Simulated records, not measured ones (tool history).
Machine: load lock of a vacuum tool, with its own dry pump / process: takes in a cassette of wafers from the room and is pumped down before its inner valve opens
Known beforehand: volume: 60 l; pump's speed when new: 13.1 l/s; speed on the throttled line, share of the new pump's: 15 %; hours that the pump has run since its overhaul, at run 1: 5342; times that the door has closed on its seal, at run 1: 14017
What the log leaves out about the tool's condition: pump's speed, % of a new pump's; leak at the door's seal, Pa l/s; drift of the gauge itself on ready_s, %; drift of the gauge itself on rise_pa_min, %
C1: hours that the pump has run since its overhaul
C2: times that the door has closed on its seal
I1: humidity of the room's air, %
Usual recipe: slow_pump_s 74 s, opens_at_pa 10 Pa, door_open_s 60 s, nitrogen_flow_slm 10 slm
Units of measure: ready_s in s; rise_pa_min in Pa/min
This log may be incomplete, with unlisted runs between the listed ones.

run 1 day=0.000 | slow_pump_s=74 opens_at_pa=10 door_open_s=60 nitrogen_flow_slm=10 | C1=5342 C2=14017 | I1=45.5 | ready_s=107.6 rise_pa_min=0.090
run 2 day=3.342 | slow_pump_s=74 opens_at_pa=10 door_open_s=60 nitrogen_flow_slm=30 | C1=5422 C2=14310 | I1=39.5 | ready_s=107.7 rise_pa_min=0.086
run 3 day=7.979 | slow_pump_s=74 opens_at_pa=10 door_open_s=60 nitrogen_flow_slm=21 | C1=5533 C2=14717 | I1=43.9 | ready_s=107.6 rise_pa_min=0.090
run 4 day=11.838 | slow_pump_s=74 opens_at_pa=10 door_open_s=60 nitrogen_flow_slm=10 | C1=5626 C2=15055 | I1=45.3 | ready_s=107.0 rise_pa_min=0.099
run 5 day=15.283 | slow_pump_s=74 opens_at_pa=10 door_open_s=60 nitrogen_flow_slm=10 | C1=5709 C2=15357 | I1=43.8 | ready_s=107.2 rise_pa_min=0.105
run 6 day=19.783 | slow_pump_s=74 opens_at_pa=10 door_open_s=60 nitrogen_flow_slm=10 | C1=5817 C2=15752 | I1=44.1 | ready_s=107.1 rise_pa_min=0.107
run 7 day=23.917 | slow_pump_s=74 opens_at_pa=10 door_open_s=60 nitrogen_flow_slm=10 | C1=5916 C2=16114 | I1=47.2 | ready_s=107.5 rise_pa_min=0.111
run 8 day=27.283 | slow_pump_s=74 opens_at_pa=19 door_open_s=60 nitrogen_flow_slm=10 | C1=5997 C2=16409 | I1=43.9 | ready_s=103.9 rise_pa_min=0.112
run 9 day=31.758 | slow_pump_s=74 opens_at_pa=19 door_open_s=60 nitrogen_flow_slm=10 | C1=6104 C2=16801 | I1=42.0 | ready_s=104.7 rise_pa_min=0.111
run 10 day=36.433 | slow_pump_s=74 opens_at_pa=19 door_open_s=60 nitrogen_flow_slm=10 | C1=6216 C2=17211 | I1=45.5 | ready_s=104.1 rise_pa_min=0.115
run 11 day=39.254 | slow_pump_s=74 opens_at_pa=10 door_open_s=60 nitrogen_flow_slm=10 | C1=6284 C2=17459 | I1=47.6 | ready_s=107.8 rise_pa_min=0.121
run 12 day=41.554 | slow_pump_s=74 opens_at_pa=10 door_open_s=101 nitrogen_flow_slm=10 | C1=6339 C2=17660 | I1=46.2 | ready_s=106.5 rise_pa_min=0.121
run 13 day=45.262 | slow_pump_s=38 opens_at_pa=10 door_open_s=60 nitrogen_flow_slm=10 | C1=6428 C2=17985 | I1=47.0 | ready_s=77.5 rise_pa_min=0.126
run 14 day=47.796 | slow_pump_s=74 opens_at_pa=10 door_open_s=60 nitrogen_flow_slm=10 | C1=6489 C2=18207 | I1=45.9 | ready_s=107.5 rise_pa_min=0.123
run 15 day=51.875 | slow_pump_s=74 opens_at_pa=10 door_open_s=60 nitrogen_flow_slm=10 | C1=6587 C2=18565 | I1=46.7 | ready_s=108.0 rise_pa_min=0.134
run 16 day=55.308 | slow_pump_s=142 opens_at_pa=10 door_open_s=60 nitrogen_flow_slm=10 | C1=6669 C2=18866 | I1=44.9 | ready_s=164.8 rise_pa_min=0.128
run 17 day=57.808 | slow_pump_s=41 opens_at_pa=11 door_open_s=41 nitrogen_flow_slm=24 | C1=6729 C2=19085 | I1=44.9 | ready_s=79.4 rise_pa_min=0.122
run 18 day=62.925 | slow_pump_s=102 opens_at_pa=16 door_open_s=29 nitrogen_flow_slm=4 | C1=6852 C2=19534 | I1=48.4 | ready_s=128.5 rise_pa_min=0.134
run 19 day=65.762 | slow_pump_s=74 opens_at_pa=10 door_open_s=38 nitrogen_flow_slm=10 | C1=6920 C2=19782 | I1=46.1 | ready_s=108.1 rise_pa_min=0.134
run 20 day=68.946 | slow_pump_s=147 opens_at_pa=8 door_open_s=226 nitrogen_flow_slm=5 | C1=6997 C2=20062 | I1=47.0 | ready_s=170.4 rise_pa_min=0.176
run 21 day=71.875 | slow_pump_s=147 opens_at_pa=8 door_open_s=181 nitrogen_flow_slm=5 | C1=7067 C2=20318 | I1=45.0 | ready_s=170.6 rise_pa_min=0.164
run 22 day=75.050 | slow_pump_s=147 opens_at_pa=8 door_open_s=159 nitrogen_flow_slm=18 | C1=7143 C2=20597 | I1=47.4 | ready_s=170.7 rise_pa_min=0.152
run 23 day=78.104 | slow_pump_s=147 opens_at_pa=8 door_open_s=159 nitrogen_flow_slm=18 | C1=7216 C2=20864 | I1=46.4 | ready_s=170.2 rise_pa_min=0.158
run 24 day=80.829 | slow_pump_s=45 opens_at_pa=10 door_open_s=140 nitrogen_flow_slm=13 | C1=7282 C2=21103 | I1=45.2 | ready_s=83.7 rise_pa_min=0.163
run 25 day=84.479 | slow_pump_s=45 opens_at_pa=10 door_open_s=140 nitrogen_flow_slm=13 | C1=7369 C2=21423 | I1=40.7 | ready_s=83.2 rise_pa_min=0.171
run 26 day=89.633 | slow_pump_s=74 opens_at_pa=17 door_open_s=60 nitrogen_flow_slm=16 | C1=7493 C2=21875 | I1=44.3 | ready_s=105.3 rise_pa_min=0.149
run 27 day=94.225 | slow_pump_s=74 opens_at_pa=17 door_open_s=60 nitrogen_flow_slm=16 | C1=7603 C2=22277 | I1=41.3 | ready_s=105.2 rise_pa_min=0.156
run 28 day=96.750 | slow_pump_s=58 opens_at_pa=9 door_open_s=69 nitrogen_flow_slm=14 | C1=7664 C2=22499 | I1=43.3 | ready_s=95.2 rise_pa_min=0.160
run 29 day=101.092 | slow_pump_s=58 opens_at_pa=9 door_open_s=69 nitrogen_flow_slm=14 | C1=7768 C2=22879 | I1=45.4 | ready_s=94.9 rise_pa_min=0.166

Selected run-to-run steps in ready_s, each split into two signed amounts: the part the tool would show with no hidden state at all (from settings, incoming material and random variation), and the remainder, which goes to the hidden state together with any gauge scatter not common to the measured and the hidden-state-free results:
Run 16 -> 17: slow_pump_s 142 -> 41, opens_at_pa 10 -> 11, door_open_s 60 -> 41, nitrogen_flow_slm 10 -> 24. ready_s -85.4 s: hidden state +0.9, all else -86.3.
Run 23 -> 24: slow_pump_s 147 -> 45, opens_at_pa 8 -> 10, door_open_s 159 -> 140, nitrogen_flow_slm 18 -> 13. ready_s -86.5 s: hidden state +1.0, all else -87.5.
